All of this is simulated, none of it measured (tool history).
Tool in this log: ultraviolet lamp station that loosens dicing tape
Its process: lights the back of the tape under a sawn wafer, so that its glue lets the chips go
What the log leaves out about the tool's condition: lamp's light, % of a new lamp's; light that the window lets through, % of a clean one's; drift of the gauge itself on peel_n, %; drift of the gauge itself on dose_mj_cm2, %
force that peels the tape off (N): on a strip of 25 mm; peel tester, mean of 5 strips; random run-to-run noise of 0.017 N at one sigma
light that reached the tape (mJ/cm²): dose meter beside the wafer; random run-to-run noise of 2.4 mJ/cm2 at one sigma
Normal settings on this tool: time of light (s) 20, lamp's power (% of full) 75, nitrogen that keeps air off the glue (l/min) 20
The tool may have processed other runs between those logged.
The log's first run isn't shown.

run	day	time of light (s)	lamp's power (% of full)	nitrogen that keeps air off the glue (l/min)	hours of work of the lamp	hours of work since the window was cleaned	force that peels the tape off (N)	light that reached the tape (mJ/cm²)
2	0.896	20	75	40	218	125	0.616	237
3	1.746	20	75	40	227	134	0.603	241
4	2.592	20	75	17	236	143	0.970	235
5	3.175	10	75	20	242	149	2.308	119
6	4.233	10	75	20	253	160	2.173	119
7	4.675	20	75	20	258	165	0.906	240
8	5.121	20	75	20	263	169	0.894	237
9	6.071	20	75	20	273	179	0.891	237
10	7.129	20	75	20	284	190	0.880	233
11	7.942	20	75	20	293	199	0.893	235
12	8.579	20	75	20	299	206	0.914	232
13	9.450	20	75	20	309	215	0.934	236
14	10.467	20	75	10	319	226	1.385	229
15	10.967	20	75	20	325	231	0.918	230
16	11.542	20	75	30	331	237	0.742	232
17	12.250	20	75	20	338	245	0.991	231
# day 12.896: window cleaned of glue's vapour
18	13.104	20	75	20	347	2	0.894	238
19	13.554	20	69	20	352	7	0.989	220
20	14.629	34	69	20	363	18	0.395	379
21	15.654	34	69	20	374	29	0.421	373
22	16.417	20	71	36	382	37	0.680	229
23	17.129	20	71	36	389	45	0.704	229
24	17.983	18	69	36	398	54	0.887	195

Run 25, settings as shown, results not yet in. Your forecast:
25	18.642	18	70	36	405	61	?	?

force that peels the tape off (N): 0.866
light that reached the tape (mJ/cm²): 197
Had the tool carried no hidden state, the very same run would have given force that peels the tape off (N) 0.783, light that reached the tape (mJ/cm²) 210.
